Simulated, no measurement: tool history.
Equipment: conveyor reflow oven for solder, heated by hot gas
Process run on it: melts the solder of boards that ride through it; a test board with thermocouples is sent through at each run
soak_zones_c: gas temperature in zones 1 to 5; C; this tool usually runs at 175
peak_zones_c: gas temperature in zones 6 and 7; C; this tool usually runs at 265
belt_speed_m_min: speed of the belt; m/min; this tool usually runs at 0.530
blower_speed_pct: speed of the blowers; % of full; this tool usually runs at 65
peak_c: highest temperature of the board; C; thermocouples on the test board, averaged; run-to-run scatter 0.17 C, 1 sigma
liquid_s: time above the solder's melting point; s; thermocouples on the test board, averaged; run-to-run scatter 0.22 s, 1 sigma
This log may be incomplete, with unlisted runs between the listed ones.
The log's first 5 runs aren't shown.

Run 6, hour 133.4: usual settings. Result: peak_c 245.6 C, liquid_s 60.4 s.
Run 7, hour 156.6: usual settings. Result: peak_c 245.5 C, liquid_s 60.3 s.
At hour 178.4: flux residue cleaned out of gas plates and filters.
Run 8, hour 188.2: usual settings. Result: peak_c 245.5 C, liquid_s 60.5 s.
Run 9, hour 207.8: usual settings. Result: peak_c 245.2 C, liquid_s 60.0 s.
Run 10, hour 244.9: usual settings. Result: peak_c 245.3 C, liquid_s 60.1 s.
At hour 252.2: thermocouples of zones 6 and 7 changed.
Run 11, hour 266.8: usual settings. Result: peak_c 245.6 C, liquid_s 60.4 s.
Run 12, hour 282.4: usual settings but peak_zones_c 279 C. Result: peak_c 257.0 C, liquid_s 70.4 s.
Run 13, hour 319.9: usual settings but soak_zones_c 187 C, peak_zones_c 279 C. Result: peak_c 259.9 C, liquid_s 78.5 s.
Run 14, hour 340.9: usual settings but soak_zones_c 187 C, peak_zones_c 279 C. Result: peak_c 259.7 C, liquid_s 78.1 s.
Run 15, hour 364.4: usual settings but belt_speed_m_min 0.635 m/min. Result: peak_c 238.8 C, liquid_s 41.4 s.
Run 16, hour 387.7: usual settings but belt_speed_m_min 0.635 m/min. Result: peak_c 238.4 C, liquid_s 41.2 s.
Run 17, hour 413.8: usual settings but belt_speed_m_min 0.514 m/min, blower_speed_pct 55 % of full. Result: peak_c 244.3 C, liquid_s 60.0 s.
Run 18, hour 431.1: usual settings but belt_speed_m_min 0.514 m/min, blower_speed_pct 55 % of full. Result: peak_c 244.1 C, liquid_s 59.8 s.
Run 19, hour 452.5: usual settings but belt_speed_m_min 0.514 m/min, blower_speed_pct 55 % of full. Result: peak_c 244.5 C, liquid_s 60.0 s.
At hour 474.2: flux residue cleaned out of gas plates and filters.
Run 20, hour 490.3: usual settings but belt_speed_m_min 0.514 m/min, blower_speed_pct 55 % of full. Result: peak_c 244.1 C, liquid_s 60.4 s.
Run 21, hour 506.3: usual settings but blower_speed_pct 76 % of full. Result: peak_c 247.6 C, liquid_s 63.4 s.
Run 22, hour 527.8: usual settings but blower_speed_pct 76 % of full. Result: peak_c 248.1 C, liquid_s 63.7 s.
Run 23, hour 554.9: usual settings but peak_zones_c 270 C, blower_speed_pct 52 % of full. Result: peak_c 246.2 C, liquid_s 60.3 s.
Run 24, hour 577.0: usual settings but peak_zones_c 270 C, blower_speed_pct 52 % of full. Result: peak_c 246.1 C, liquid_s 59.7 s.
Run 25, hour 598.9: usual settings but soak_zones_c 166 C, belt_speed_m_min 0.484 m/min. Result: peak_c 246.9 C, liquid_s 65.0 s.
Run 26, hour 619.3: usual settings but soak_zones_c 171 C, belt_speed_m_min 0.484 m/min, blower_speed_pct 67 % of full. Result: peak_c 247.8 C, liquid_s 68.5 s.
Run 27, hour 638.6: usual settings but soak_zones_c 171 C, peak_zones_c 268 C, belt_speed_m_min 0.639 m/min, blower_speed_pct 51 % of full. Result: peak_c 234.9 C, liquid_s 33.9 s.
Run 28, hour 655.9: usual settings but soak_zones_c 184 C, peak_zones_c 261 C, belt_speed_m_min 0.455 m/min, blower_speed_pct 87 % of full. Result: peak_c 251.4 C, liquid_s 85.2 s.
Run 29, hour 678.3: usual settings but soak_zones_c 184 C, peak_zones_c 261 C, belt_speed_m_min 0.455 m/min, blower_speed_pct 87 % of full. Result: peak_c 251.1 C, liquid_s 85.5 s.
Run 30, hour 697.1: usual settings but soak_zones_c 184 C, peak_zones_c 261 C, belt_speed_m_min 0.455 m/min, blower_speed_pct 87 % of full. Result: peak_c 251.2 C, liquid_s 84.5 s.

Forecast each of these 3 alternatives for the next run:
Run A, hour 718.5: usual settings but soak_zones_c 188 C, peak_zones_c 261 C, belt_speed_m_min 0.526 m/min, blower_speed_pct 87 % of full. Result: peak_c ?, liquid_s ?.
Run B, hour 718.5: usual settings but belt_speed_m_min 0.457 m/min. Result: peak_c ?, liquid_s ?.
Run C, hour 718.5: usual settings but soak_zones_c 187 C, belt_speed_m_min 0.605 m/min. Result: peak_c ?, liquid_s ?.

run  peak_c  liquid_s
  A   248.5      72.4
  B   249.9      77.1
  C   243.8      54.5
The same runs, with their run-to-run variation unchanged, on a tool lacking any hidden condition would have given:
run  peak_c  liquid_s
  A   248.6      72.4
  B   249.9      77.2
  C   243.8      54.6
